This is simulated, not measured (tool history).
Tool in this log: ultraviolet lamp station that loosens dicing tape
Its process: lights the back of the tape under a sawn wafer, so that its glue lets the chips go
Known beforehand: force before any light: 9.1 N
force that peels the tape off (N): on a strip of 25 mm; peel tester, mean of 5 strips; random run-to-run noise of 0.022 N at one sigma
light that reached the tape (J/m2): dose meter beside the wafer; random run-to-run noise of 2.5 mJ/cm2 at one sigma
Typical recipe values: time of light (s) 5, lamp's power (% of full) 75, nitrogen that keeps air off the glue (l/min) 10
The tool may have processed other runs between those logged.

run,hour,time of light (s),lamp's power (% of full),nitrogen that keeps air off the glue (l/min),force that peels the tape off (N),light that reached the tape (J/m2)
1,0,5,75,10,1.73,2240
2,40.2,5,75,6,2.191,2150
3,106,5,75,5,2.35,2060
4,146.9,5,75,5,2.486,2050
5,210.2,5,75,5,2.614,2010
6,245.7,5,75,3,3.153,1940
7,286.7,5,75,3,3.217,1900
8,355.6,5,75,10,2.249,1870
9,413.6,4,75,10,2.937,1440
10,467.4,4,75,10,3.125,1390
11,515.2,6,75,10,1.839,1990
12,560.7,6,75,10,1.954,1990
# hour 579.2: lamp changed
13,643,4,75,15,1.566,2150
# hour 649.1: window cleaned of glue's vapour
14,699.6,4,61,15,2.268,1680
15,733.8,4,61,15,2.283,1640
16,772.4,9,61,11,0.639,3630
17,829,3,74,5,3.662,1390
18,871.1,2,72,10,4.439,920
19,910.8,3,97,8,2.42,1820
20,963.8,3,97,8,2.502,1760
21,1010.5,3,80,6,3.314,1410
22,1088.3,8,82,6,0.838,3830
# hour 1116.1: window cleaned of glue's vapour, once more
23,1146.3,8,82,6,0.703,4170
24,1194.2,8,82,6,0.743,4100

Consider 5 possible next runs. They are alternatives, not a sequence: every one starts from the tool as it was left by run 24. What does each give?
A,1249.4,8,82,12,?,?
B,1249.4,4,62,8,?,?
C,1249.4,7,61,5,?,?
D,1249.4,4,75,9,?,?
E,1249.4,8,82,10,?,?

run,force that peels the tape off (N),light that reached the tape (J/m2)
A,0.53,4040
B,3.022,1480
C,1.793,2610
D,2.292,1830
E,0.576,4040
Without the tool's unlogged condition, the same runs would have read:
run,force that peels the tape off (N),light that reached the tape (J/m2)
A,0.338,5190
B,2.24,1910
C,1.183,3350
D,1.596,2350
E,0.361,5180
